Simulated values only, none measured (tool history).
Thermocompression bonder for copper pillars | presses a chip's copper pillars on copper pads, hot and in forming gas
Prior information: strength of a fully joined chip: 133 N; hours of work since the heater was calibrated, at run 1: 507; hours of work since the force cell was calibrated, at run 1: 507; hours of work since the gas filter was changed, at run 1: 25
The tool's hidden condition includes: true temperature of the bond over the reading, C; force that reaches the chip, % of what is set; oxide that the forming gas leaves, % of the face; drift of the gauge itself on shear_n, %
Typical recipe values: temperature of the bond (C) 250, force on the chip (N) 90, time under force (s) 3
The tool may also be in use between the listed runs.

run	hour	temperature of the bond (C)	force on the chip (N)	time under force (s)	hours of work since the heater was calibrated	hours of work since the force cell was calibrated	hours of work since the gas filter was changed	force that shears a chip off (N)
1	0.0	250	90	3	507	507	25	90.4
2	26.6	250	90	3	528	528	46	90.2
3	44.6	250	90	3	543	543	60	89.5
4	70.7	250	90	3	563	563	81	88.6
5	102.6	250	90	3	589	589	107	87.6
6	141.9	250	90	3	620	620	138	87.4
7	166.8	250	76	3	640	640	158	82.0
8	192.7	250	90	3	661	661	179	88.1
9	213.0	250	90	2	677	677	195	76.2
10	234.1	250	90	2	694	694	212	75.2
11	268.8	250	90	2	722	722	240	75.0
12	286.7	250	90	3	736	736	254	83.9
# hour 314.3: force cell calibrated
13	326.2	250	90	3	767	10	284	84.1
14	347.8	250	90	3	784	27	302	83.0
15	372.4	250	67	3	804	46	321	71.9
16	393.8	250	67	3	821	64	338	73.7
17	431.1	250	67	3	850	93	368	72.7
18	461.1	250	90	3	874	117	392	80.9
19	489.9	250	90	3	898	140	415	81.9
20	532.2	250	119	3	931	174	449	88.5
21	572.2	250	119	3	963	206	481	86.3
# hour 592.6: forming gas filter changed
22	606.7	250	119	3	991	234	11	97.4
23	641.4	234	126	3	1018	261	39	81.9
24	664.9	258	132	2	1037	280	58	97.2
25	690.8	267	88	5	1058	301	79	113.3
26	712.9	263	68	3	1076	318	96	89.0
27	754.4	263	68	3	1109	352	129	88.5
28	794.5	263	68	3	1141	384	162	89.1
29	834.5	280	65	5	1173	416	194	112.0
30	859.8	269	90	2	1193	436	214	90.8
31	897.0	269	125	2	1223	466	243	101.1
32	931.4	255	59	2	1250	493	271	63.4
33	962.2	239	98	2	1275	518	296	62.4
34	997.0	239	98	2	1303	546	324	61.7
35	1039.0	239	98	2	1336	579	357	63.3
36	1061.9	256	90	2	1355	598	375	74.4
37	1098.2	256	90	2	1384	627	404	75.0
38	1124.0	240	94	8	1404	647	425	89.6
39	1142.2	263	94	6	1419	662	440	104.6

Some steps in force that shears a chip off (N) between neighbouring runs. How much of each would the tool show without its hidden state too (settings, what came in, random variation), and how much is left for the hidden state, with any gauge scatter that isn't in both results?
Run 12 -> 13: force cell calibrated. force that shears a chip off (N) +0.2: hidden state -2.1, all else +2.3.
Run 21 -> 22: forming gas filter changed. force that shears a chip off (N) +11.1: hidden state +8.8, all else +2.3.
Run 25 -> 26: temperature of the bond (C) 267 -> 263, force on the chip (N) 88 -> 68, time under force (s) 5 -> 3. force that shears a chip off (N) -24.3: hidden state -1.5, all else -22.8.
Run 28 -> 29: temperature of the bond (C) 263 -> 280, force on the chip (N) 68 -> 65, time under force (s) 3 -> 5. force that shears a chip off (N) +22.9: hidden state +0.5, all else +22.4.
Run 31 -> 32: temperature of the bond (C) 269 -> 255, force on the chip (N) 125 -> 59. force that shears a chip off (N) -37.7: hidden state +0.2, all else -37.9.
Run 37 -> 38: temperature of the bond (C) 256 -> 240, force on the chip (N) 90 -> 94, time under force (s) 2 -> 8. force that shears a chip off (N) +14.6: hidden state -1.6, all else +16.2.

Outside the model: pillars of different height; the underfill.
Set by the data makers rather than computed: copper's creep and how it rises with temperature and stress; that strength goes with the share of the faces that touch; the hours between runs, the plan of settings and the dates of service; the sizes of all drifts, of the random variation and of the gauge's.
